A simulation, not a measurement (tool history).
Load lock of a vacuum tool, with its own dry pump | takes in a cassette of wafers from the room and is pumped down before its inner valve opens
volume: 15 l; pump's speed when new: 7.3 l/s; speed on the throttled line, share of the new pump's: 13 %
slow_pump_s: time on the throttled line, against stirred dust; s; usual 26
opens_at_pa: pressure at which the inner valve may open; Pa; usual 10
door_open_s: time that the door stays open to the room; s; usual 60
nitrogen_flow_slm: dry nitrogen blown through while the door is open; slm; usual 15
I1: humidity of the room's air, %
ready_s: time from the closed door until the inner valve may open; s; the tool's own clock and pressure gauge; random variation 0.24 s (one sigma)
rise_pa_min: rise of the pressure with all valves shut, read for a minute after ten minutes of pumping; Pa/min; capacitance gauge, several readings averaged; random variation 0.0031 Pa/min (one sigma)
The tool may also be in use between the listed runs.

{"run": 1, "hour": 0.0, "slow_pump_s": 26, "opens_at_pa": 10, "door_open_s": 60, "nitrogen_flow_slm": 15, "I1": 49.2, "ready_s": 41.8, "rise_pa_min": 0.066}
{"run": 2, "hour": 248.0, "slow_pump_s": 26, "opens_at_pa": 10, "door_open_s": 27, "nitrogen_flow_slm": 15, "I1": 44.0, "ready_s": 41.5, "rise_pa_min": 0.039}
{"run": 3, "hour": 452.1, "slow_pump_s": 26, "opens_at_pa": 10, "door_open_s": 27, "nitrogen_flow_slm": 15, "I1": 46.8, "ready_s": 41.9, "rise_pa_min": 0.043}
{"run": 4, "hour": 655.3, "slow_pump_s": 26, "opens_at_pa": 10, "door_open_s": 27, "nitrogen_flow_slm": 15, "I1": 43.9, "ready_s": 41.9, "rise_pa_min": 0.042}
{"run": 5, "hour": 780.1, "slow_pump_s": 26, "opens_at_pa": 10, "door_open_s": 27, "nitrogen_flow_slm": 15, "I1": 42.0, "ready_s": 41.8, "rise_pa_min": 0.038}
{"run": 6, "hour": 907.4, "slow_pump_s": 26, "opens_at_pa": 13, "door_open_s": 60, "nitrogen_flow_slm": 15, "I1": 46.4, "ready_s": 41.2, "rise_pa_min": 0.064}
{"run": 7, "hour": 1106.7, "slow_pump_s": 26, "opens_at_pa": 13, "door_open_s": 60, "nitrogen_flow_slm": 15, "I1": 46.0, "ready_s": 41.2, "rise_pa_min": 0.063}
{"run": 8, "hour": 1258.0, "slow_pump_s": 26, "opens_at_pa": 13, "door_open_s": 60, "nitrogen_flow_slm": 15, "I1": 46.5, "ready_s": 41.3, "rise_pa_min": 0.062}
{"run": 9, "hour": 1411.8, "slow_pump_s": 26, "opens_at_pa": 13, "door_open_s": 60, "nitrogen_flow_slm": 15, "I1": 44.7, "ready_s": 41.2, "rise_pa_min": 0.059}
{"run": 10, "hour": 1601.5, "slow_pump_s": 26, "opens_at_pa": 13, "door_open_s": 60, "nitrogen_flow_slm": 15, "I1": 46.1, "ready_s": 40.6, "rise_pa_min": 0.061}
{"run": 11, "hour": 1726.4, "slow_pump_s": 26, "opens_at_pa": 13, "door_open_s": 60, "nitrogen_flow_slm": 15, "I1": 47.7, "ready_s": 41.4, "rise_pa_min": 0.064}
{"run": 12, "hour": 1855.4, "slow_pump_s": 26, "opens_at_pa": 13, "door_open_s": 60, "nitrogen_flow_slm": 15, "I1": 44.3, "ready_s": 41.0, "rise_pa_min": 0.058}
{"run": 13, "hour": 2137.0, "slow_pump_s": 24, "opens_at_pa": 10, "door_open_s": 60, "nitrogen_flow_slm": 15, "I1": 45.5, "ready_s": 39.9, "rise_pa_min": 0.064}
{"run": 14, "hour": 2283.5, "slow_pump_s": 15, "opens_at_pa": 10, "door_open_s": 60, "nitrogen_flow_slm": 28, "I1": 45.8, "ready_s": 32.4, "rise_pa_min": 0.049}
{"run": 15, "hour": 2475.4, "slow_pump_s": 15, "opens_at_pa": 16, "door_open_s": 48, "nitrogen_flow_slm": 16, "I1": 45.4, "ready_s": 31.3, "rise_pa_min": 0.051}
{"run": 16, "hour": 2697.2, "slow_pump_s": 15, "opens_at_pa": 16, "door_open_s": 48, "nitrogen_flow_slm": 16, "I1": 46.2, "ready_s": 31.0, "rise_pa_min": 0.054}
{"run": 17, "hour": 2871.8, "slow_pump_s": 15, "opens_at_pa": 8, "door_open_s": 44, "nitrogen_flow_slm": 26, "I1": 46.9, "ready_s": 32.7, "rise_pa_min": 0.042}
{"run": 18, "hour": 3161.0, "slow_pump_s": 26, "opens_at_pa": 10, "door_open_s": 60, "nitrogen_flow_slm": 16, "I1": 38.5, "ready_s": 42.0, "rise_pa_min": 0.054}
{"run": 19, "hour": 3314.4, "slow_pump_s": 26, "opens_at_pa": 10, "door_open_s": 60, "nitrogen_flow_slm": 16, "I1": 45.1, "ready_s": 41.6, "rise_pa_min": 0.061}
{"run": 20, "hour": 3449.0, "slow_pump_s": 26, "opens_at_pa": 13, "door_open_s": 26, "nitrogen_flow_slm": 15, "I1": 45.0, "ready_s": 40.8, "rise_pa_min": 0.041}

Run 21 comes next. What will it give?
{"run": 21, "hour": 3620.5, "slow_pump_s": 19, "opens_at_pa": 7, "door_open_s": 167, "nitrogen_flow_slm": 4, "I1": 46.5, "ready_s": "?", "rise_pa_min": "?"}

Run 21 gave ready_s 36.8 s, rise_pa_min 0.120 Pa/min.
Without the tool's hidden state the same run would have given ready_s 36.8 s, rise_pa_min 0.120 Pa/min.

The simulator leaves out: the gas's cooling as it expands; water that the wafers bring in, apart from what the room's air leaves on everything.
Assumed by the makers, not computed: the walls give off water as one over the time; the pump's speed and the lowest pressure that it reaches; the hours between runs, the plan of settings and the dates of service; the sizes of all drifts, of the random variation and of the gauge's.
